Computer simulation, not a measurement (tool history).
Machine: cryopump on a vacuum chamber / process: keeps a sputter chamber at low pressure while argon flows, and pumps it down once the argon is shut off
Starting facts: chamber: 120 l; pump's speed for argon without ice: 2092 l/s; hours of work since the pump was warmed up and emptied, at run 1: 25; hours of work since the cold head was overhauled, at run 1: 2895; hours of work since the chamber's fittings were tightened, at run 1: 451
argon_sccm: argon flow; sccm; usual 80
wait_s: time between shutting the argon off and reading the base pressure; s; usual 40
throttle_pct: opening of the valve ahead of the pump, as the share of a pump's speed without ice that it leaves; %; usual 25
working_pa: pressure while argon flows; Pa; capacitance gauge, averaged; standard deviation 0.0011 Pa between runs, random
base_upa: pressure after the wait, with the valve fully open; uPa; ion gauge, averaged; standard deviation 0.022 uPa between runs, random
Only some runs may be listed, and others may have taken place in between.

run	hour	argon_sccm	wait_s	throttle_pct	hours of work since the pump was warmed up and emptied	hours of work since the cold head was overhauled	hours of work since the chamber's fittings were tightened	working_pa	base_upa
1	0.0	80	40	25	25	2895	451	0.2632	1.09
2	83.4	35	40	25	93	2962	518	0.1164	1.31
3	177.5	80	57	25	169	3038	594	0.2691	1.29
4	264.5	50	57	25	239	3108	664	0.1728	1.48
5	339.9	80	40	25	300	3169	725	0.2806	1.74
# hour 416.5: pump warmed up, emptied and cooled again
6	420.6	80	40	25	3	3230	786	0.2598	1.48
7	496.3	80	40	25	64	3291	847	0.2639	1.66
8	562.1	80	40	25	118	3344	900	0.2665	1.80
9	620.5	80	40	25	165	3391	948	0.2696	1.96
10	683.3	80	40	23	215	3442	998	0.2946	2.03
11	762.4	80	40	23	279	3506	1062	0.3006	2.25
12	807.2	84	40	25	315	3542	1098	0.2949	2.37
13	855.5	84	40	25	354	3581	1137	0.2966	2.43
# hour 867.1: pump warmed up, emptied and cooled again
14	946.1	80	49	25	64	3650	1206	0.2640	2.06
15	1002.2	80	49	25	109	3696	1252	0.2692	2.15
# hour 1052.0: leaking fittings of the chamber tightened, without venting
16	1080.9	80	49	25	171	3757	23	0.2698	0.55
17	1177.7	80	49	25	249	3836	102	0.2783	0.68
18	1230.1	34	20	52	291	3878	144	0.0623	1.25
# hour 1316.8: pump warmed up, emptied and cooled again
19	1316.8	42	40	25	0	3944	210	0.1367	0.84
20	1361.5	91	37	34	36	3980	246	0.2219	0.93
21	1441.0	108	68	25	100	4044	310	0.3566	0.81
22	1496.9	108	68	25	145	4089	355	0.3628	0.94
23	1554.1	135	164	52	192	4135	401	0.2310	0.85
24	1608.7	49	23	42	236	4179	445	0.1041	1.58
25	1688.9	49	95	20	300	4244	510	0.2102	1.17
26	1736.1	49	95	20	338	4282	548	0.2151	1.27
# hour 1766.9: pump warmed up, emptied and cooled again
27	1782.8	65	40	35	13	4316	582	0.1516	1.33
28	1856.4	47	89	18	72	4375	641	0.2149	1.20
29	1922.8	47	89	18	126	4429	695	0.2176	1.30
30	2002.6	47	89	18	190	4493	759	0.2192	1.43
31	2084.9	80	291	25	257	4560	826	0.2758	1.45
32	2133.1	108	33	28	296	4599	865	0.3420	2.02
33	2172.9	44	40	25	328	4631	897	0.1550	2.05
# hour 2215.5: pump warmed up, emptied and cooled again
34	2275.8	39	40	54	49	4710	976	0.0610	1.79

4 ways to go on from here, each from the tool as it stands after run 34. What would each give?
A	2328.0	45	67	15	91	4752	1018	?	?
B	2328.0	39	40	22	91	4752	1018	?	?
C	2328.0	138	37	46	91	4752	1018	?	?
D	2328.0	39	104	54	91	4752	1018	?	?

run	working_pa	base_upa
A	0.2485	1.79
B	0.1471	2.01
C	0.2563	1.90
D	0.0636	1.65
The same runs, with their run-to-run variation unchanged, on a tool lacking any hidden condition would have given:
run	working_pa	base_upa
A	0.2437	0.39
B	0.1429	0.61
C	0.2417	0.56
D	0.0595	0.30

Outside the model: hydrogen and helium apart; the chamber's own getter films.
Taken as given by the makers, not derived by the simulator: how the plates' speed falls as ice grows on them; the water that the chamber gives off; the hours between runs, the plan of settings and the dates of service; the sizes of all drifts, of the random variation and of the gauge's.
